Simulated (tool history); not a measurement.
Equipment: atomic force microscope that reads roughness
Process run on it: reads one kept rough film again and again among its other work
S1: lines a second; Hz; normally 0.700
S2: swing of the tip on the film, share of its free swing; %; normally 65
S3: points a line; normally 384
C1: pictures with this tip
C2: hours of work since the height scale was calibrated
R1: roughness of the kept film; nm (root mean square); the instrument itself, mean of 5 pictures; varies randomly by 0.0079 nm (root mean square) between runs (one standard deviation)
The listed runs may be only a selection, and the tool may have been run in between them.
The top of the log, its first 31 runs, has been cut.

| run | hour | S1 | S2 | S3 | C1 | C2 | R1 |
|---|---|---|---|---|---|---|---|
| 32 | 626.3 | 2.644 | 87 | 494 | 249 | 410 | 0.924 |
|  | 639.1 | new tip fitted |
| 33 | 651.5 | 2.644 | 87 | 494 | 10 | 421 | 1.293 |
| 34 | 677.8 | 1.556 | 82 | 940 | 32 | 431 | 1.475 |
| 35 | 702.2 | 0.653 | 56 | 677 | 52 | 442 | 1.604 |
| 36 | 727.9 | 0.525 | 69 | 614 | 73 | 452 | 1.545 |
| 37 | 748.3 | 1.362 | 62 | 465 | 89 | 461 | 1.480 |
| 38 | 766.2 | 1.362 | 62 | 465 | 104 | 468 | 1.438 |
| 39 | 793.8 | 1.362 | 62 | 465 | 127 | 480 | 1.387 |
| 40 | 818.6 | 1.362 | 84 | 736 | 147 | 490 | 1.230 |
| 41 | 840.8 | 0.521 | 85 | 384 | 165 | 499 | 1.296 |
| 42 | 867.8 | 0.700 | 65 | 285 | 187 | 510 | 1.292 |
| 43 | 884.9 | 2.804 | 76 | 260 | 201 | 517 | 1.059 |

Branching from run 43: 5 alternative next runs. What would each branch give?
| A | 905.2 | 2.804 | 76 | 514 | 217 | 526 | ? |
| B | 905.2 | 1.097 | 65 | 384 | 217 | 526 | ? |
| C | 905.2 | 2.804 | 69 | 848 | 217 | 526 | ? |
| D | 905.2 | 3.436 | 76 | 260 | 217 | 526 | ? |
| E | 905.2 | 0.569 | 59 | 764 | 217 | 526 | ? |

| run | R1 |
|---|---|
| A | 1.084 |
| B | 1.239 |
| C | 1.142 |
| D | 1.000 |
| E | 1.284 |
With no hidden state in the tool, these same runs would have given:
| run | R1 |
|---|---|
| A | 1.483 |
| B | 1.695 |
| C | 1.565 |
| D | 1.370 |
| E | 1.758 |
